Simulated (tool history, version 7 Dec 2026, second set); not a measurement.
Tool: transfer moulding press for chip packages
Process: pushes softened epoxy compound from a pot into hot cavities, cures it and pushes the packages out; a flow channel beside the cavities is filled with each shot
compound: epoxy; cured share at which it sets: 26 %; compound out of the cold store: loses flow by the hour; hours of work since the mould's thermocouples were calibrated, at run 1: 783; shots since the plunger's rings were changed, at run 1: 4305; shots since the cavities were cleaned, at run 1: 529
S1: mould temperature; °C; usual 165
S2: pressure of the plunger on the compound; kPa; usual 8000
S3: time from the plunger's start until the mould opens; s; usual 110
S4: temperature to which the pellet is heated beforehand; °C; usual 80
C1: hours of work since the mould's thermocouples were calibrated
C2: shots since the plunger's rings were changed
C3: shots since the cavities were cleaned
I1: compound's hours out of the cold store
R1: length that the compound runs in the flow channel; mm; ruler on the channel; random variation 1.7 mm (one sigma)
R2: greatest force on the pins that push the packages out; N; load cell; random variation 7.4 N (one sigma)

Run 1, hour 0: usual settings; C1 783; C2 4305; C3 529; I1 39.8. Result: R1 576 mm, R2 523 N.
At hour 9: cavities cleaned with cleaning compound and waxed.
Run 2, hour 40.6: usual settings but S2 6490 kPa; C1 807; C2 4676; C3 300; I1 21.5. Result: R1 549 mm, R2 498 N.
At hour 64.6: mould's thermocouples calibrated.
Run 3, hour 66.5: usual settings but S2 6490 kPa; C1 1; C2 4902; C3 526; I1 45.7. Result: R1 505 mm, R2 480 N.
At hour 74.2: cavities cleaned with cleaning compound and waxed.
At hour 96.8: plunger's sealing rings changed.
Run 4, hour 126.1: usual settings but S2 6490 kPa; C1 35; C2 277; C3 468; I1 38.1. Result: R1 542 mm, R2 458 N.
At hour 140.7: cavities cleaned with cleaning compound and waxed.
Run 5, hour 153.3: usual settings but S2 6490 kPa; C1 50; C2 521; C3 119; I1 20.1. Result: R1 567 mm, R2 377 N.
Run 6, hour 180.4: usual settings but S2 6490 kPa; C1 67; C2 777; C3 375; I1 35.8. Result: R1 542 mm, R2 435 N.
At hour 206.2: cavities cleaned with cleaning compound and waxed.
Run 7, hour 234.1: usual settings but S2 6490 kPa, S3 137 s; C1 98; C2 1273; C3 265; I1 35.6. Result: R1 540 mm, R2 346 N.
Run 8, hour 267.3: usual settings but S2 6490 kPa, S3 137 s; C1 118; C2 1587; C3 579; I1 22.3. Result: R1 560 mm, R2 403 N.
At hour 273.3: cavities cleaned with cleaning compound and waxed.
Run 9, hour 308.9: usual settings but S2 6490 kPa, S3 137 s; C1 142; C2 1967; C3 337; I1 39.2. Result: R1 530 mm, R2 351 N.
At hour 336.1: cavities cleaned with cleaning compound and waxed.
Run 10, hour 358.4: usual settings but S2 6490 kPa, S3 137 s; C1 171; C2 2423; C3 212; I1 20.7. Result: R1 560 mm, R2 338 N.
At hour 399.2: cavities cleaned with cleaning compound and waxed.
Run 11, hour 416.8: usual settings but S1 170 °C; C1 206; C2 2962; C3 167; I1 46.4. Result: R1 558 mm, R2 312 N.
Run 12, hour 451.1: usual settings but S3 104 s; C1 226; C2 3287; C3 492; I1 23. Result: R1 611 mm, R2 573 N.
At hour 463.3: cavities cleaned with cleaning compound and waxed.
Run 13, hour 482.2: usual settings but S2 9420 kPa; C1 244; C2 3567; C3 179; I1 40.2. Result: R1 626 mm, R2 379 N.
Run 14, hour 509.6: usual settings but S3 100 s, S4 77 °C; C1 261; C2 3827; C3 439; I1 39.6. Result: R1 577 mm, R2 574 N.
At hour 527.9: cavities cleaned with cleaning compound and waxed.
Run 15, hour 559.9: usual settings but S1 160 °C, S2 7830 kPa; C1 290; C2 4289; C3 303; I1 10.3. Result: R1 640 mm, R2 677 N.
At hour 594.3: cavities cleaned with cleaning compound and waxed.
Run 16, hour 608.8: usual settings but S1 160 °C, S2 7830 kPa; C1 319; C2 4739; C3 138; I1 21.3. Result: R1 616 mm, R2 588 N.
Run 17, hour 638.8: usual settings but S1 157 °C, S2 6760 kPa, S3 92 s, S4 70 °C; C1 337; C2 5023; C3 422; I1 10.4. Result: R1 603 mm, R2 1454 N.
At hour 655.7: plunger's sealing rings changed.
At hour 662.1: cavities cleaned with cleaning compound and waxed.
Run 18, hour 699.5: usual settings but S2 6190 kPa, S4 78 °C; C1 371; C2 400; C3 355; I1 8.1. Result: R1 578 mm, R2 478 N.
At hour 726.8: cavities cleaned with cleaning compound and waxed.
Run 19, hour 727.1: usual settings but S2 6190 kPa, S4 78 °C; C1 387; C2 648; C3 3; I1 24.9. Result: R1 548 mm, R2 330 N.
Run 20, hour 781.5: usual settings but S2 9410 kPa, S4 83 °C; C1 420; C2 1164; C3 519; I1 27.2. Result: R1 669 mm, R2 507 N.
At hour 789.8: cavities cleaned with cleaning compound and waxed.
Run 21, hour 826: usual settings but S2 8290 kPa, S4 73 °C; C1 446; C2 1571; C3 344; I1 40.8. Result: R1 601 mm, R2 451 N.
At hour 855.9: cavities cleaned with cleaning compound and waxed.
Run 22, hour 874.3: usual settings but S2 8290 kPa, S4 73 °C; C1 474; C2 2014; C3 174; I1 21.7. Result: R1 633 mm, R2 408 N.

Forecast each of these 5 alternatives for the next run:
Run A, hour 915.8: usual settings but S2 6290 kPa, S3 92 s, S4 78 °C; C1 499; C2 2407; C3 567; I1 34.3. Result: R1 ?, R2 ?.
Run B, hour 915.8: usual settings but S4 86 °C; C1 499; C2 2407; C3 567; I1 46.4. Result: R1 ?, R2 ?.
Run C, hour 915.8: usual settings but S2 6880 kPa; C1 499; C2 2407; C3 567; I1 36.6. Result: R1 ?, R2 ?.
Run D, hour 915.8: usual settings but S2 8290 kPa, S3 101 s, S4 73 °C; C1 499; C2 2407; C3 567; I1 10.4. Result: R1 ?, R2 ?.
Run E, hour 915.8: usual settings but S1 164 °C; C1 499; C2 2407; C3 567; I1 22.5. Result: R1 ?, R2 ?.

run   R1   R2
  A  529  768
  B  573  517
  C  551  537
  D  652  662
  E  621  554
Without the tool's hidden state the same runs would have given:
run   R1   R2
  A  542  434
  B  586  299
  C  563  310
  D  667  374
  E  635  315
